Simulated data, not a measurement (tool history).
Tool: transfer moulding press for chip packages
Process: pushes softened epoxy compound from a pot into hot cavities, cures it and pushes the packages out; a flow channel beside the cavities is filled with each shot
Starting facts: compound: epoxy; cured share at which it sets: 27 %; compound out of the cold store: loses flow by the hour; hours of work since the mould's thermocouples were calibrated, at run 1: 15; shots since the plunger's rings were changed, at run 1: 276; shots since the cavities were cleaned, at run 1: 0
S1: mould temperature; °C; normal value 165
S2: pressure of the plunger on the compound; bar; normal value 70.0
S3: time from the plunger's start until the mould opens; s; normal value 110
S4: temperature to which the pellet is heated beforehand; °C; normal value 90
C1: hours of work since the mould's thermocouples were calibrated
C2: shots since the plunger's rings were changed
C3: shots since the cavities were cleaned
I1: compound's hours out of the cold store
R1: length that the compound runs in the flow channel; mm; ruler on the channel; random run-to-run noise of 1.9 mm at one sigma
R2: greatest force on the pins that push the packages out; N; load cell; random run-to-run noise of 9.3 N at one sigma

| run | hour | S1 | S2 | S3 | S4 | C1 | C2 | C3 | I1 | R1 | R2 |
|---|---|---|---|---|---|---|---|---|---|---|---|
| 1 | 0.0 | 165 | 70.0 | 110 | 90 | 15 | 276 | 0 | 32.5 | 671 | 423 |
| 2 | 48.0 | 165 | 70.0 | 110 | 90 | 36 | 642 | 366 | 46.2 | 631 | 634 |
|  | 81.3 | cavities cleaned with cleaning compound and waxed |
| 3 | 86.2 | 165 | 70.0 | 110 | 90 | 51 | 921 | 37 | 10.0 | 729 | 854 |
| 4 | 142.1 | 163 | 70.0 | 110 | 90 | 75 | 1346 | 462 | 16.2 | 712 | 1005 |
|  | 159.7 | cavities cleaned with cleaning compound and waxed |
| 5 | 208.5 | 163 | 70.0 | 110 | 90 | 103 | 1841 | 372 | 36.1 | 652 | 729 |
|  | 237.3 | cavities cleaned with cleaning compound and waxed |
| 6 | 247.4 | 163 | 61.8 | 110 | 90 | 119 | 2125 | 77 | 34.8 | 611 | 561 |
|  | 287.4 | cavities cleaned with cleaning compound and waxed, once more |
| 7 | 291.4 | 163 | 61.8 | 110 | 90 | 137 | 2449 | 31 | 24.8 | 634 | 523 |
| 8 | 344.6 | 163 | 61.8 | 110 | 90 | 159 | 2854 | 436 | 26.1 | 622 | 750 |
|  | 366.3 | plunger's sealing rings changed |
|  | 367.8 | cavities cleaned with cleaning compound and waxed |
| 9 | 398.0 | 163 | 61.8 | 110 | 90 | 180 | 230 | 230 | 23.3 | 667 | 651 |
|  | 448.0 | cavities cleaned with cleaning compound and waxed |
| 10 | 457.7 | 163 | 60.4 | 110 | 90 | 205 | 674 | 74 | 19.8 | 661 | 565 |
| 11 | 505.9 | 163 | 60.4 | 110 | 90 | 225 | 1041 | 441 | 25.5 | 642 | 787 |
|  | 525.4 | cavities cleaned with cleaning compound and waxed |
| 12 | 570.9 | 165 | 70.0 | 110 | 95 | 252 | 1524 | 347 | 35.4 | 648 | 642 |

What will run 13 give?
|  | 603.1 | cavities cleaned with cleaning compound and waxed |
| 13 | 627.8 | 165 | 70.0 | 110 | 95 | 276 | 1946 | 189 | 23.3 | ? | ? |

{"run 13": {"R1": 678, "R2": 588}}
Take away the tool's hidden state, keep the run-to-run variation as it was, and the same run would have given R1 704 mm, R2 439 N.
